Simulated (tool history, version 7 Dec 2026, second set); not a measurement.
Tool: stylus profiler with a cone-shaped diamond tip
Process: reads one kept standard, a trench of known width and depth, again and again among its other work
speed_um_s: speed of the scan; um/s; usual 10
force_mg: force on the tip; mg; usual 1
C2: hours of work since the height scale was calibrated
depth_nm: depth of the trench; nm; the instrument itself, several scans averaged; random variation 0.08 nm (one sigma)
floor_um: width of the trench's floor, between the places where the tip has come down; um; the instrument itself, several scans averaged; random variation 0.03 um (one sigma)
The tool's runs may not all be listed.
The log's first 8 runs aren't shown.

run 9 hour=131.3 | speed_um_s=22 force_mg=1 | scans_with_this_tip=1296 C2=213 | depth_nm=200.59 floor_um=47.72
run 10 hour=150.7 | speed_um_s=22 force_mg=1 | scans_with_this_tip=1363 C2=224 | depth_nm=200.59 floor_um=47.71
run 11 hour=168.6 | speed_um_s=22 force_mg=1 | scans_with_this_tip=1424 C2=234 | depth_nm=200.67 floor_um=47.74
run 12 hour=190.6 | speed_um_s=24 force_mg=1 | scans_with_this_tip=1499 C2=246 | depth_nm=200.7 floor_um=47.64
run 13 hour=204.5 | speed_um_s=24 force_mg=1 | scans_with_this_tip=1546 C2=254 | depth_nm=200.66 floor_um=47.68
run 14 hour=222.7 | speed_um_s=10 force_mg=1.56 | scans_with_this_tip=1609 C2=264 | depth_nm=200.99 floor_um=47.79
run 15 hour=244 | speed_um_s=10 force_mg=1.56 | scans_with_this_tip=1681 C2=276 | depth_nm=200.83 floor_um=47.74
run 16 hour=264.4 | speed_um_s=2 force_mg=1 | scans_with_this_tip=1751 C2=287 | depth_nm=200.48 floor_um=47.83
run 17 hour=285.2 | speed_um_s=2 force_mg=1 | scans_with_this_tip=1822 C2=299 | depth_nm=200.66 floor_um=47.81
run 18 hour=305.1 | speed_um_s=7 force_mg=0.34 | scans_with_this_tip=1890 C2=310 | depth_nm=200.36 floor_um=47.71
run 19 hour=320.3 | speed_um_s=7 force_mg=0.34 | scans_with_this_tip=1942 C2=318 | depth_nm=200.16 floor_um=47.76
run 20 hour=330.1 | speed_um_s=2 force_mg=0.65 | scans_with_this_tip=1975 C2=324 | depth_nm=200.36 floor_um=47.77
run 21 hour=349.9 | speed_um_s=17 force_mg=0.5 | scans_with_this_tip=2043 C2=335 | depth_nm=200.23 floor_um=47.61
run 22 hour=371.1 | speed_um_s=23 force_mg=0.61 | scans_with_this_tip=2115 C2=347 | depth_nm=200.36 floor_um=47.59
run 23 hour=387.1 | speed_um_s=5 force_mg=1.24 | scans_with_this_tip=2170 C2=356 | depth_nm=200.75 floor_um=47.76
run 24 hour=398.6 | speed_um_s=4 force_mg=1.32 | scans_with_this_tip=2209 C2=362 | depth_nm=200.68 floor_um=47.75
run 25 hour=414 | speed_um_s=3 force_mg=0.91 | scans_with_this_tip=2261 C2=371 | depth_nm=200.56 floor_um=47.74
run 26 hour=430.5 | speed_um_s=3 force_mg=1.06 | scans_with_this_tip=2318 C2=380 | depth_nm=200.66 floor_um=47.74
run 27 hour=449.3 | speed_um_s=10 force_mg=1.65 | scans_with_this_tip=2382 C2=391 | depth_nm=200.76 floor_um=47.71
run 28 hour=470.9 | speed_um_s=16 force_mg=0.45 | scans_with_this_tip=2456 C2=403 | depth_nm=200.16 floor_um=47.55
run 29 hour=489 | speed_um_s=10 force_mg=0.61 | scans_with_this_tip=2517 C2=413 | depth_nm=200.1 floor_um=47.63
run 30 hour=510.7 | speed_um_s=10 force_mg=0.61 | scans_with_this_tip=2592 C2=425 | depth_nm=200.14 floor_um=47.63
run 31 hour=525.8 | speed_um_s=30 force_mg=2.42 | scans_with_this_tip=2643 C2=434 | depth_nm=201.12 floor_um=47.62
run 32 hour=537.2 | speed_um_s=30 force_mg=2.42 | scans_with_this_tip=2682 C2=440 | depth_nm=201.15 floor_um=47.59

Forecast each of these 3 alternatives for the next run:
run A hour=551.3 | speed_um_s=10 force_mg=2.97 | scans_with_this_tip=2730 C2=448 | depth_nm=? floor_um=?
run B hour=551.3 | speed_um_s=3 force_mg=1 | scans_with_this_tip=2730 C2=448 | depth_nm=? floor_um=?
run C hour=551.3 | speed_um_s=11 force_mg=0.49 | scans_with_this_tip=2730 C2=448 | depth_nm=? floor_um=?

run=A depth_nm=201.48 floor_um=47.65
run=B depth_nm=200.49 floor_um=47.69
run=C depth_nm=200.21 floor_um=47.62
Without the tool's hidden state the same runs would have given:
run=A depth_nm=201.83 floor_um=47.99
run=B depth_nm=200.84 floor_um=48.03
run=C depth_nm=200.56 floor_um=47.96
